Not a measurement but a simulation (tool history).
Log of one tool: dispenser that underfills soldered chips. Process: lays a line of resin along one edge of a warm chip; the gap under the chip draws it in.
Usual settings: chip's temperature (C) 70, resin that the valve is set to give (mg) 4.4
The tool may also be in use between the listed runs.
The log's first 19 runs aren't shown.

run   hour  chip's temperature (C)  resin that the valve is set to give (mg)  hours of work since the syringe was changed  hours of work since the valve was cleaned  hours of work since the stage was calibrated  time until the resin shows at the far edge (s)  resin that the valve gave (mg)
 20  122.3                      63                                      5.43                                           11                                         91                                           184                                            10.2                             5.3
     124.4  -- new syringe of resin
 21  128.5                      63                                      5.43                                            3                                         96                                           189                                             8.3                             5.3
     136.3  -- dispensing valve cleaned and set on the balance
 22  137.5                      63                                      5.43                                            9                                          1                                           194                                             9.9                            5.46
     142.4  -- new syringe of resin
 23  142.5                      56                                      5.62                                            0                                          4                                           198                                            10.7                            5.62
 24  146.3                      77                                      4.46                                            3                                          7                                           200                                             4.4                            4.45
 25  153.1                      65                                      3.76                                            8                                         12                                           205                                             8.9                            3.77
     159.2  -- new syringe of resin
 26  161.6                      64                                       5.1                                            2                                         18                                           211                                             8.2                            5.08
 27  167.1                      64                                       5.1                                            6                                         21                                           215                                               9                            5.08
 28  174.4                      64                                       5.1                                           11                                         27                                           220                                            10.1                            5.07
     176.5  -- new syringe of resin
 29  182.5                      67                                      5.68                                            4                                         32                                           225                                             7.1                            5.64
 30  188.3                      84                                      4.53                                            8                                         36                                           230                                             4.1                            4.48
 31  192.9                      84                                      4.53                                           12                                         39                                           233                                               4                            4.51
     193.8  -- new syringe of resin
 32    199                      71                                       5.7                                            4                                         44                                           237                                             5.8                            5.62
 33    205                      75                                      4.88                                            8                                         48                                           241                                             5.6                            4.81
       211  -- new syringe of resin
 34  212.1                      68                                      4.38                                            1                                         53                                           246                                             5.9                            4.32
 35  216.8                      72                                       4.7                                            4                                         56                                           249                                               6                            4.61
 36  222.9                      72                                       4.7                                            8                                         60                                           254                                             6.5                            4.63

4 ways to go on from here, each from the tool as it stands after run 36. What would each give?
     227.8  -- new syringe of resin
  A   228                      61                                      4.12                                            0                                         64                                           257                                               ?                               ?
     227.8  -- new syringe of resin
  B   228                      56                                      5.35                                            0                                         64                                           257                                               ?                               ?
     227.8  -- new syringe of resin
  C   228                      84                                      5.29                                            0                                         64                                           257                                               ?                               ?
     227.8  -- new syringe of resin
  D   228                      57                                      5.08                                            0                                         64                                           257                                               ?                               ?

run  time until the resin shows at the far edge (s)  resin that the valve gave (mg)
  A                                             8.2                            4.05
  B                                            10.5                            5.27
  C                                             3.1                            5.19
  D                                            10.6                            4.99
Without the tool's hidden state the same runs would have given:
run  time until the resin shows at the far edge (s)  resin that the valve gave (mg)
  A                                             8.6                            4.12
  B                                            10.9                            5.37
  C                                             3.2                             5.3
  D                                              11                            5.09
